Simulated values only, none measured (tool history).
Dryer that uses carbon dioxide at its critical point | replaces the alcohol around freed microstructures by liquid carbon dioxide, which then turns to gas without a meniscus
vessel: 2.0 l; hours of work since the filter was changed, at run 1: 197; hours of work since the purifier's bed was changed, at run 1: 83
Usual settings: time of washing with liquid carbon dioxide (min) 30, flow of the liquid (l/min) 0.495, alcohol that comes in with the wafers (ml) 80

run	day	time of washing with liquid carbon dioxide (min)	flow of the liquid (l/min)	alcohol that comes in with the wafers (ml)	hours of work since the filter was changed	hours of work since the purifier's bed was changed	alcohol left in the vessel before it's heated (ppm by volume)
1	0.000	30	0.495	80	197	83	172
2	0.288	30	0.385	80	201	87	583
3	0.692	30	0.385	80	208	94	587
4	1.196	30	0.385	80	216	102	603
# day 1.712: inlet filter changed
5	1.712	30	0.495	73	0	110	102
6	2.179	30	0.495	80	8	117	117
7	2.400	30	0.495	80	11	121	107
8	2.762	30	0.495	80	17	127	115
9	3.238	43	0.495	80	25	135	28
10	3.658	43	0.495	80	32	141	24
11	3.954	30	0.815	80	36	146	19
12	4.429	30	0.495	80	44	154	128
13	4.742	22	0.495	80	49	159	525
14	5.221	22	0.495	80	57	167	528
15	5.596	22	0.495	80	63	173	549
16	6.000	22	0.495	80	69	179	560
17	6.458	30	0.495	80	77	187	135
18	6.904	30	0.495	80	84	194	139
19	7.292	30	0.495	80	90	200	155
20	7.542	30	0.495	80	94	204	153
21	7.996	30	0.495	80	102	212	154
22	8.504	30	0.495	85	110	220	160
23	8.879	30	0.495	80	116	226	161
24	9.262	30	0.455	80	122	232	236
25	9.692	20	0.684	78	129	239	223
26	9.958	20	0.684	78	134	243	214
27	10.346	20	0.684	78	140	250	221
28	10.583	41	0.631	80	144	254	28
29	11.096	34	0.495	80	152	262	101
30	11.433	19	0.495	43	158	267	629
31	11.792	30	0.612	80	163	273	72
32	12.212	30	0.621	54	170	280	63
33	12.667	30	0.606	80	178	287	78
34	13.158	35	0.367	74	185	295	373
35	13.662	35	0.367	74	194	303	382
36	14.142	35	0.367	74	201	311	390
37	14.638	24	0.495	44	209	319	318
38	14.942	25	0.606	23	214	324	82
39	15.333	43	0.439	29	221	330	62
# day 15.542: inlet filter changed
40	15.596	39	0.495	80	1	334	68
41	15.879	39	0.495	80	5	339	63
42	16.121	39	0.495	80	9	343	66
43	16.546	46	0.794	80	16	349	46
44	16.892	47	0.345	77	22	355	109
45	17.175	27	0.495	80	26	360	228
46	17.425	27	0.495	21	30	364	100
47	17.671	32	0.627	55	34	368	62

Hidden state at the last listed run before each entry between runs and at the first one after, where it differs:
Between runs 4 and 5: inlet filter changed (day 1.712)
  flow that reaches the vessel past the clogged filter, %: 90.1 -> 99.9; alcohol in the recycled carbon dioxide, ppm: 17.1 -> 18.1
  measured less the result without the state, alcohol left in the vessel before it's heated (ppm by volume): +233 -> +14
Between runs 39 and 40: inlet filter changed (day 15.542)
  flow that reaches the vessel past the clogged filter, %: 89.6 -> 99.8; alcohol in the recycled carbon dioxide, ppm: 46.1 -> 46.5
  measured less the result without the state, alcohol left in the vessel before it's heated (ppm by volume): +48 -> +41
